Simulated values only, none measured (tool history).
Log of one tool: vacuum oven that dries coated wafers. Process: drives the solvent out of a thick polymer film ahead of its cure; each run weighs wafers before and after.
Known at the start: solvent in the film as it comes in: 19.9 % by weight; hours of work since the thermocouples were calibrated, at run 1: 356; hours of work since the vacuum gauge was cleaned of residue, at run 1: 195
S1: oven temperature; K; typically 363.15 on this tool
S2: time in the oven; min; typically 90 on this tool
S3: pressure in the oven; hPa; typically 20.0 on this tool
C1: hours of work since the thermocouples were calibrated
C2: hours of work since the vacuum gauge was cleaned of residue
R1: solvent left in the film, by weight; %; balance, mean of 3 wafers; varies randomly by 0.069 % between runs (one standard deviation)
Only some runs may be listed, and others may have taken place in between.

run   hour      S1   S2    S3   C1   C2    R1
  1    0.0  363.15   90  20.0  356  195  4.87
  2   21.7  363.15   97  20.0  366  204  4.39
  3   37.3  363.15   97  20.0  373  212  4.41
  4   60.2  363.15   90  20.0  384  222  4.80
  5   70.4  363.15   90  20.0  389  227  4.83
  6   87.2  363.15   90  20.0  396  235  4.83
  7   99.0  371.15   90  20.0  402  240  2.31
  8  112.6  371.15   90  20.0  408  246  2.25
  9  135.9  371.15  125  20.0  419  257  1.31
 10  147.7  363.15   90  14.6  424  262  4.60
 11  168.2  363.15   90  14.6  434  272  4.72
 12  179.8  373.15  104  20.0  439  277  1.48

Expected results for the next run?
 13  197.8  373.15  104  20.0  447  285   ?

{"run 13": {"R1": 1.55}}
On a tool with no hidden condition, and with the same random variation, this run would have come out at R1 1.55 %.

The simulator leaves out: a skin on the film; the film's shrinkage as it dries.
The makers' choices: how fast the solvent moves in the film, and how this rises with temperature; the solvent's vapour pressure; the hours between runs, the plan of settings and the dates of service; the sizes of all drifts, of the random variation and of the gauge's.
